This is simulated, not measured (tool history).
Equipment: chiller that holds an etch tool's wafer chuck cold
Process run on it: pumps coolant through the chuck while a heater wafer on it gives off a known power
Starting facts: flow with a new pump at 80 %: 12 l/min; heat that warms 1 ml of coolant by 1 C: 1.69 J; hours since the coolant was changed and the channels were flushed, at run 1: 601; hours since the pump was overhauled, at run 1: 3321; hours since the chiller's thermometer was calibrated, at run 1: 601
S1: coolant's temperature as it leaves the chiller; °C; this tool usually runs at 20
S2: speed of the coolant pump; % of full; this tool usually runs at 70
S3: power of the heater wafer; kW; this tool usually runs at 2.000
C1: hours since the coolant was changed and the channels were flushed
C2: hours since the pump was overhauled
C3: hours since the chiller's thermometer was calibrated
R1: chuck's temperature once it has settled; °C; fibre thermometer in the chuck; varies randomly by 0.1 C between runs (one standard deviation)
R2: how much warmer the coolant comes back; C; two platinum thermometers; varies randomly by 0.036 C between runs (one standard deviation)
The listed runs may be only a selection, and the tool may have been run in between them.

{"run": 1, "hour": 0.0, "S1": 20, "S2": 70, "S3": 2.0, "C1": 601, "C2": 3321, "C3": 601, "R1": 38.2, "R2": 7.11}
{"run": 2, "hour": 58.5, "S1": 20, "S2": 70, "S3": 2.0, "C1": 660, "C2": 3380, "C3": 660, "R1": 38.1, "R2": 7.07}
{"run": 3, "hour": 149.8, "S1": 20, "S2": 70, "S3": 2.0, "C1": 751, "C2": 3471, "C3": 751, "R1": 38.0, "R2": 7.08}
{"run": 4, "hour": 213.7, "S1": 20, "S2": 70, "S3": 2.0, "C1": 815, "C2": 3535, "C3": 815, "R1": 38.3, "R2": 7.13}
{"run": 5, "hour": 268.4, "S1": 20, "S2": 70, "S3": 2.0, "C1": 870, "C2": 3590, "C3": 870, "R1": 38.3, "R2": 7.12}
{"run": 6, "hour": 342.7, "S1": 20, "S2": 70, "S3": 2.0, "C1": 944, "C2": 3664, "C3": 944, "R1": 38.4, "R2": 7.08}
{"run": 7, "hour": 421.2, "S1": 20, "S2": 65, "S3": 2.0, "C1": 1022, "C2": 3743, "C3": 1022, "R1": 39.5, "R2": 7.66}
{"run": 8, "hour": 498.4, "S1": 20, "S2": 70, "S3": 2.0, "C1": 1100, "C2": 3820, "C3": 1100, "R1": 38.6, "R2": 7.11}
{"run": 9, "hour": 571.8, "S1": 20, "S2": 70, "S3": 2.0, "C1": 1173, "C2": 3893, "C3": 1173, "R1": 38.5, "R2": 7.18}
{"run": 10, "hour": 626.3, "S1": 20, "S2": 70, "S3": 1.338, "C1": 1227, "C2": 3948, "C3": 1227, "R1": 32.3, "R2": 4.77}
{"run": 11, "hour": 690.2, "S1": 20, "S2": 94, "S3": 2.0, "C1": 1291, "C2": 4012, "C3": 1291, "R1": 34.8, "R2": 5.21}
{"run": 12, "hour": 746.2, "S1": 20, "S2": 94, "S3": 2.0, "C1": 1347, "C2": 4068, "C3": 1347, "R1": 35.0, "R2": 5.28}
{"run": 13, "hour": 839.1, "S1": 20, "S2": 94, "S3": 2.0, "C1": 1440, "C2": 4160, "C3": 1440, "R1": 34.9, "R2": 5.27}
{"run": 14, "hour": 929.5, "S1": 22, "S2": 62, "S3": 1.481, "C1": 1531, "C2": 4251, "C3": 1531, "R1": 37.2, "R2": 6.04}
{"run": 15, "hour": 1005.8, "S1": 24, "S2": 74, "S3": 2.0, "C1": 1607, "C2": 4327, "C3": 1607, "R1": 42.0, "R2": 6.81}
{"run": 16, "hour": 1095.6, "S1": 24, "S2": 74, "S3": 2.0, "C1": 1697, "C2": 4417, "C3": 1697, "R1": 42.3, "R2": 6.78}
{"run": 17, "hour": 1137.1, "S1": 21, "S2": 78, "S3": 2.0, "C1": 1738, "C2": 4458, "C3": 1738, "R1": 38.6, "R2": 6.41}
{"run": 18, "hour": 1222.5, "S1": 16, "S2": 88, "S3": 2.0, "C1": 1824, "C2": 4544, "C3": 1824, "R1": 32.1, "R2": 5.64}
{"run": 19, "hour": 1305.2, "S1": 25, "S2": 77, "S3": 1.346, "C1": 1906, "C2": 4627, "C3": 1906, "R1": 37.1, "R2": 4.33}
{"run": 20, "hour": 1388.0, "S1": 14, "S2": 88, "S3": 1.633, "C1": 1989, "C2": 4709, "C3": 1989, "R1": 27.2, "R2": 4.69}
{"run": 21, "hour": 1473.1, "S1": 12, "S2": 70, "S3": 2.591, "C1": 2074, "C2": 4794, "C3": 2074, "R1": 36.8, "R2": 9.27}
{"run": 22, "hour": 1515.7, "S1": 12, "S2": 61, "S3": 1.493, "C1": 2117, "C2": 4837, "C3": 2117, "R1": 27.9, "R2": 6.12}
{"run": 23, "hour": 1558.3, "S1": 20, "S2": 80, "S3": 1.187, "C1": 2160, "C2": 4880, "C3": 2160, "R1": 30.4, "R2": 3.75}
{"run": 24, "hour": 1645.5, "S1": 10, "S2": 70, "S3": 2.983, "C1": 2247, "C2": 4967, "C3": 2247, "R1": 38.8, "R2": 10.78}
{"run": 25, "hour": 1705.6, "S1": 25, "S2": 67, "S3": 2.0, "C1": 2307, "C2": 5027, "C3": 2307, "R1": 45.1, "R2": 7.52}

How would selected steps in R1 from run to run divide? Give the signed amount a tool lacking its hidden state would still show from settings, what came in and random variation, and the signed amount left for the hidden state, including any gauge scatter that is not in both of the compared results.
Unlogged tool condition in this case: heat passed by the chuck's channels, % of clean ones'; flow at a given pump speed, % of a new pump's; coolant's true temperature over the reading, C; drift of the gauge itself on chuck_c, C; drift of the gauge itself on warmer_back_c, C.
Run 19 -> 20: S1 25 -> 14, S2 77 -> 88, S3 1.346 -> 1.633. R1 -9.9 °C: hidden state +0.1, all else -10.0.
Run 20 -> 21: S1 14 -> 12, S2 88 -> 70, S3 1.633 -> 2.591. R1 +9.6 °C: hidden state +1.1, all else +8.5.
Run 23 -> 24: S1 20 -> 10, S2 80 -> 70, S3 1.187 -> 2.983. R1 +8.4 °C: hidden state +2.0, all else +6.4.
